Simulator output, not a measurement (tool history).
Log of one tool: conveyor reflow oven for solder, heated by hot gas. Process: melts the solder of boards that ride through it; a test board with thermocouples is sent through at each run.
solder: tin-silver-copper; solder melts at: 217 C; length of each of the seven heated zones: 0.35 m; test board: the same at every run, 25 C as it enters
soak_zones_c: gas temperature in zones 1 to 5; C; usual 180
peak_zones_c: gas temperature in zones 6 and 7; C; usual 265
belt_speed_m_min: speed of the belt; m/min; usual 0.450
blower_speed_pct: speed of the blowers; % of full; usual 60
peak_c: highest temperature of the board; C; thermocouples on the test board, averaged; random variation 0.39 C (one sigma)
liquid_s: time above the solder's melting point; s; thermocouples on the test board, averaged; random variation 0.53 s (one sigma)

run	hour	soak_zones_c	peak_zones_c	belt_speed_m_min	blower_speed_pct	peak_c	liquid_s
1	0.0	180	265	0.450	60	250.6	73.3
2	15.9	180	265	0.437	60	252.3	76.8
3	33.7	180	265	0.458	60	251.0	71.5
4	53.7	180	265	0.458	60	250.4	71.7
5	72.2	180	265	0.441	60	251.9	75.9
6	84.6	180	265	0.450	60	250.9	73.2
7	93.3	180	265	0.450	60	251.1	73.0
8	101.9	180	265	0.450	68	252.3	74.9
# hour 108.7: flux residue cleaned out of gas plates and filters
9	123.0	180	265	0.450	68	251.8	74.3
10	131.5	180	265	0.450	68	251.4	74.4
11	149.3	180	265	0.450	68	251.3	74.1
12	166.8	180	265	0.531	60	245.4	55.0
13	180.2	180	261	0.531	60	241.9	52.7
14	192.7	180	261	0.531	60	241.8	52.0
15	201.6	180	261	0.531	60	242.0	51.8
16	211.1	180	261	0.531	60	241.5	52.7
# hour 220.9: flux residue cleaned out of gas plates and filters, once more
17	233.1	180	261	0.531	60	242.8	52.7
18	243.9	180	261	0.531	60	243.3	54.6
19	252.2	180	265	0.469	60	249.9	69.4
20	260.4	180	265	0.469	60	249.9	69.4
21	280.4	178	264	0.432	57	250.1	76.0
22	291.4	178	266	0.378	57	254.7	91.6
23	306.9	180	278	0.450	56	261.6	81.6

Run 24 comes next. What will it give?
24	320.8	180	274	0.450	56	?	?

{"run 24": {"peak_c": 258.5, "liquid_s": 79.0}}
Without the tool's hidden state the same run would have given peak_c 260.8 C, liquid_s 79.5 s.

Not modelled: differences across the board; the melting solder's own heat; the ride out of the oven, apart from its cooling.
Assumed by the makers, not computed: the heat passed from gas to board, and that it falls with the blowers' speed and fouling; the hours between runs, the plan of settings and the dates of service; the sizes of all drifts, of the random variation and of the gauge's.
